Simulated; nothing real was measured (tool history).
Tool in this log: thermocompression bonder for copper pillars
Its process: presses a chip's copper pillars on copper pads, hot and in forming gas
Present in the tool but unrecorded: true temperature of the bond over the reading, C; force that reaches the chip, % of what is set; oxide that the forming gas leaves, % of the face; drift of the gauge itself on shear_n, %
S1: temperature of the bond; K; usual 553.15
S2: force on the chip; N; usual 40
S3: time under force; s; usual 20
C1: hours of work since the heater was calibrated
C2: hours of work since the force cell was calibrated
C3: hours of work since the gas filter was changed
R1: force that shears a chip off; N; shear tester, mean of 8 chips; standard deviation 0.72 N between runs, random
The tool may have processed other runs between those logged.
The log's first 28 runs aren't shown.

Run 29, hour 270.0: usual settings but S1 547.15 K, S2 29 N; C1 41; C2 243; C3 219. Result: R1 33.6 N.
At hour 275.0: heater calibrated with a thermocouple chip, once more.
Run 30, hour 282.7: usual settings but S1 547.15 K, S2 29 N; C1 4; C2 248; C3 225. Result: R1 33.1 N.
Run 31, hour 297.4: usual settings but S1 540.15 K, S2 36 N, S3 16 s; C1 11; C2 256; C3 232. Result: R1 33.4 N.
Run 32, hour 306.5: usual settings but S1 540.15 K, S2 36 N, S3 16 s; C1 16; C2 260; C3 237. Result: R1 33.6 N.
Run 33, hour 317.2: usual settings but S2 42 N; C1 22; C2 266; C3 243. Result: R1 48.0 N.
Run 34, hour 323.5: usual settings but S1 555.15 K, S2 52 N; C1 25; C2 269; C3 246. Result: R1 56.6 N.
Run 35, hour 335.5: usual settings but S1 576.15 K, S2 58 N, S3 15 s; C1 31; C2 275; C3 252. Result: R1 64.3 N.
Run 36, hour 347.9: usual settings but S1 547.15 K, S3 16 s; C1 37; C2 281; C3 258. Result: R1 38.8 N.
At hour 349.2: forming gas filter changed.
Run 37, hour 356.0: usual settings but S1 552.15 K, S2 39 N; C1 41; C2 285; C3 3. Result: R1 50.0 N.
Run 38, hour 362.3: usual settings but S1 581.15 K; C1 44; C2 289; C3 7. Result: R1 67.7 N.
Run 39, hour 373.9: usual settings but S1 573.15 K, S2 58 N, S3 12 s; C1 50; C2 294; C3 13. Result: R1 68.2 N.

4 ways to go on from here, each from the tool as it stands after run 39. What would each give?
Run A, hour 388.4: usual settings but S1 529.15 K, S2 27 N, S3 12 s; C1 58; C2 302; C3 20. Result: R1 ?.
Run B, hour 388.4: usual settings but S1 551.15 K, S2 46 N; C1 58; C2 302; C3 20. Result: R1 ?.
Run C, hour 388.4: usual settings but S1 581.15 K, S2 31 N, S3 45 s; C1 58; C2 302; C3 20. Result: R1 ?.
Run D, hour 388.4: usual settings but S1 566.15 K, S2 37 N, S3 15 s; C1 58; C2 302; C3 20. Result: R1 ?.

run    R1
  A  20.4
  B  54.7
  C  74.0
  D  50.3
With the hidden condition removed and each run's random variation left untouched, the same runs would have given:
run    R1
  A  20.3
  B  54.8
  C  74.4
  D  50.5
